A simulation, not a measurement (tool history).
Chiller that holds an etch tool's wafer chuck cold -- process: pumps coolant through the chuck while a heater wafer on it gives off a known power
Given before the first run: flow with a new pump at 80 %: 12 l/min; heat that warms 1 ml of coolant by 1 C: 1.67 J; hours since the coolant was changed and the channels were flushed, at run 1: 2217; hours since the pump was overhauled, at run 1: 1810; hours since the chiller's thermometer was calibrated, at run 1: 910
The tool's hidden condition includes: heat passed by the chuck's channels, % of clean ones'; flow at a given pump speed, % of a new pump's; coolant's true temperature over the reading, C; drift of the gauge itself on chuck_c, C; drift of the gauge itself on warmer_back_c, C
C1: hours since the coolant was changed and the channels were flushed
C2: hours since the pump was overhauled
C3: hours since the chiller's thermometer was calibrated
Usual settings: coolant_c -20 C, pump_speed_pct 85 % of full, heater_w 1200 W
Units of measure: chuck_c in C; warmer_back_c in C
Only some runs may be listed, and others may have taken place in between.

Run 1, hour 0.0: usual settings; C1 2217; C2 1810; C3 910. Result: chuck_c -10.5 C, warmer_back_c 3.50 C.
Run 2, hour 58.2: usual settings; C1 2275; C2 1868; C3 968. Result: chuck_c -10.3 C, warmer_back_c 3.42 C.
Run 3, hour 113.2: usual settings but coolant_c -15 C; C1 2330; C2 1923; C3 1023. Result: chuck_c -5.5 C, warmer_back_c 3.48 C.
Run 4, hour 178.8: usual settings but coolant_c -21 C; C1 2396; C2 1989; C3 1089. Result: chuck_c -11.1 C, warmer_back_c 3.46 C.
Run 5, hour 263.4: usual settings but coolant_c -21 C; C1 2480; C2 2073; C3 1173. Result: chuck_c -11.2 C, warmer_back_c 3.51 C.
Run 6, hour 322.9: usual settings but coolant_c -21 C; C1 2540; C2 2133; C3 1233. Result: chuck_c -11.3 C, warmer_back_c 3.51 C.
Run 7, hour 411.1: usual settings but coolant_c -21 C; C1 2628; C2 2221; C3 1321. Result: chuck_c -11.3 C, warmer_back_c 3.56 C.
Run 8, hour 486.9: usual settings but coolant_c -21 C; C1 2704; C2 2297; C3 1397. Result: chuck_c -11.1 C, warmer_back_c 3.53 C.
Run 9, hour 564.8: usual settings but coolant_c -14 C; C1 2782; C2 2375; C3 1475. Result: chuck_c -4.1 C, warmer_back_c 3.46 C.
Run 10, hour 641.8: usual settings but coolant_c -14 C; C1 2859; C2 2452; C3 1552. Result: chuck_c -4.1 C, warmer_back_c 3.52 C.
Run 11, hour 705.2: usual settings but coolant_c -14 C; C1 2922; C2 2515; C3 1615. Result: chuck_c -3.9 C, warmer_back_c 3.47 C.
Run 12, hour 766.3: usual settings; C1 2983; C2 2576; C3 1676. Result: chuck_c -10.0 C, warmer_back_c 3.53 C.
Run 13, hour 858.9: usual settings; C1 3076; C2 2669; C3 1769. Result: chuck_c -10.0 C, warmer_back_c 3.53 C.
Run 14, hour 905.0: usual settings but pump_speed_pct 93 % of full; C1 3122; C2 2715; C3 1815. Result: chuck_c -10.8 C, warmer_back_c 3.20 C.
Run 15, hour 998.0: usual settings but pump_speed_pct 93 % of full; C1 3215; C2 2808; C3 1908. Result: chuck_c -10.6 C, warmer_back_c 3.25 C.
Run 16, hour 1073.5: usual settings but heater_w 1658 W; C1 3290; C2 2884; C3 1983. Result: chuck_c -6.4 C, warmer_back_c 4.85 C.
At hour 1176.1: chiller's thermometer calibrated.
Run 17, hour 1176.1: usual settings but pump_speed_pct 66 % of full, heater_w 817 W; C1 3392; C2 2985; C3 0. Result: chuck_c -11.8 C, warmer_back_c 3.16 C.
Run 18, hour 1273.0: usual settings but pump_speed_pct 66 % of full, heater_w 817 W; C1 3489; C2 3082; C3 97. Result: chuck_c -11.9 C, warmer_back_c 3.16 C.
Run 19, hour 1327.2: usual settings but coolant_c -14 C, pump_speed_pct 77 % of full, heater_w 817 W; C1 3543; C2 3136; C3 151. Result: chuck_c -6.7 C, warmer_back_c 2.67 C.
Run 20, hour 1408.5: usual settings but coolant_c -22 C, pump_speed_pct 83 % of full, heater_w 1674 W; C1 3624; C2 3218; C3 232. Result: chuck_c -7.8 C, warmer_back_c 5.14 C.
At hour 1421.9: coolant pump overhauled.
Run 21, hour 1498.4: usual settings but coolant_c -13 C, pump_speed_pct 94 % of full, heater_w 1674 W; C1 3709; C2 76; C3 317. Result: chuck_c -0.2 C, warmer_back_c 4.58 C.
Run 22, hour 1547.8: usual settings but coolant_c -26 C, pump_speed_pct 98 % of full, heater_w 873 W; C1 3759; C2 126; C3 367. Result: chuck_c -19.4 C, warmer_back_c 2.28 C.
Run 23, hour 1632.5: usual settings but coolant_c -30 C, pump_speed_pct 69 % of full, heater_w 704 W; C1 3843; C2 211; C3 451. Result: chuck_c -23.2 C, warmer_back_c 2.65 C.
At hour 1704.5: coolant pump overhauled, once more.
Run 24, hour 1713.5: usual settings but coolant_c -30 C, pump_speed_pct 69 % of full, heater_w 1510 W; C1 3919; C2 9; C3 527. Result: chuck_c -15.8 C, warmer_back_c 5.26 C.
Run 25, hour 1769.1: usual settings but coolant_c -13 C, pump_speed_pct 69 % of full, heater_w 1167 W; C1 3975; C2 65; C3 583. Result: chuck_c -1.9 C, warmer_back_c 4.10 C.
Run 26, hour 1839.2: usual settings but coolant_c -27 C, pump_speed_pct 62 % of full; C1 4045; C2 135; C3 653. Result: chuck_c -14.7 C, warmer_back_c 4.70 C.
Run 27, hour 1907.3: usual settings but coolant_c -28 C, heater_w 1613 W; C1 4113; C2 203; C3 721. Result: chuck_c -15.0 C, warmer_back_c 4.58 C.
Run 28, hour 1991.2: usual settings but coolant_c -28 C, heater_w 1740 W; C1 4197; C2 287; C3 805. Result: chuck_c -13.9 C, warmer_back_c 4.95 C.
Run 29, hour 2067.5: usual settings but coolant_c -19 C, pump_speed_pct 76 % of full, heater_w 684 W; C1 4273; C2 363; C3 881. Result: chuck_c -12.8 C, warmer_back_c 2.14 C.
Run 30, hour 2142.2: usual settings but coolant_c -23 C, heater_w 1140 W; C1 4348; C2 438; C3 956. Result: chuck_c -13.6 C, warmer_back_c 3.24 C.
Run 31, hour 2231.4: usual settings but coolant_c -14 C, pump_speed_pct 69 % of full, heater_w 728 W; C1 4437; C2 527; C3 1045. Result: chuck_c -7.0 C, warmer_back_c 2.58 C.

Selected run-to-run steps in chuck_c, each split into two signed amounts: the part the tool would show with no hidden state at all (from settings, incoming material and random variation), and the remainder, which goes to the hidden state together with any gauge scatter not common to the measured and the hidden-state-free results:
Run 16 -> 17: pump_speed_pct 85 -> 66, heater_w 1658 -> 817, chiller's thermometer calibrated. chuck_c -5.4 C: hidden state -0.6, all else -4.8.
Run 19 -> 20: coolant_c -14 -> -22, pump_speed_pct 77 -> 83, heater_w 817 -> 1674. chuck_c -1.1 C: hidden state +0.6, all else -1.7.
Run 21 -> 22: coolant_c -13 -> -26, pump_speed_pct 94 -> 98, heater_w 1674 -> 873. chuck_c -19.2 C: hidden state -0.6, all else -18.6.
Run 24 -> 25: coolant_c -30 -> -13, heater_w 1510 -> 1167. chuck_c +13.9 C: hidden state -0.1, all else +14.0.
Run 25 -> 26: coolant_c -13 -> -27, pump_speed_pct 69 -> 62, heater_w 1167 -> 1200. chuck_c -12.8 C: hidden state +0.1, all else -12.9.
